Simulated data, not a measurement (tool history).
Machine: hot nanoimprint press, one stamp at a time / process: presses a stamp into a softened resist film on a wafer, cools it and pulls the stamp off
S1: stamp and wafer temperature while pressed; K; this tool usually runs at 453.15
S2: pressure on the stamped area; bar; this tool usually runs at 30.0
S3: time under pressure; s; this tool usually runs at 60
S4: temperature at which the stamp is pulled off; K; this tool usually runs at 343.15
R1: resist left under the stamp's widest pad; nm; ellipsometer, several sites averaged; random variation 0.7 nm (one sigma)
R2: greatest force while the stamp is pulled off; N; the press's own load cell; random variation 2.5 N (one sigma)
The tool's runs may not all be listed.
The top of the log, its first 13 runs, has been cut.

run,hour,S1,S2,S3,S4,R1,R2
14,127.5,442.15,30.0,60,348.15,550.0,111
15,133.9,442.15,30.0,60,348.15,554.4,115
16,142.2,442.15,20.0,60,350.15,599.8,112
# hour 147.6: plate thermocouple calibrated
17,152.5,442.15,20.0,60,350.15,603.2,110
18,166.7,464.15,20.0,60,333.15,298.7,123
19,176.5,453.15,21.2,60,345.15,439.6,117
20,190.4,453.15,21.2,60,345.15,439.1,118
21,201.2,453.15,30.0,64,332.15,371.5,123
22,212.6,453.15,30.0,39,332.15,431.4,127
23,218.9,453.15,30.0,36,332.15,440.6,124
24,228.4,453.15,30.0,36,332.15,441.7,128
25,234.7,449.15,18.1,48,341.15,549.5,116
26,242.1,453.15,30.0,86,350.15,336.5,106
27,249.9,453.15,41.8,86,350.15,284.2,108
28,256.6,450.15,25.3,85,350.15,412.5,115
29,263.2,463.15,25.3,85,350.15,241.6,106
30,273.9,463.15,25.3,85,350.15,241.4,104

Below are 4 alternative next runs, each starting from the tool's condition after run 30. Predict each:
A,283.7,463.15,32.6,85,347.15,?,?
B,283.7,463.15,38.0,85,350.15,?,?
C,283.7,457.15,25.3,85,342.15,?,?
D,283.7,445.15,25.3,117,350.15,?,?

run,R1,R2
A,210.6,116
B,192.7,109
C,310.3,116
D,454.9,111
With the hidden condition removed and each run's random variation left untouched, the same runs would have given:
run,R1,R2
A,210.6,115
B,192.7,108
C,310.4,115
D,454.9,111

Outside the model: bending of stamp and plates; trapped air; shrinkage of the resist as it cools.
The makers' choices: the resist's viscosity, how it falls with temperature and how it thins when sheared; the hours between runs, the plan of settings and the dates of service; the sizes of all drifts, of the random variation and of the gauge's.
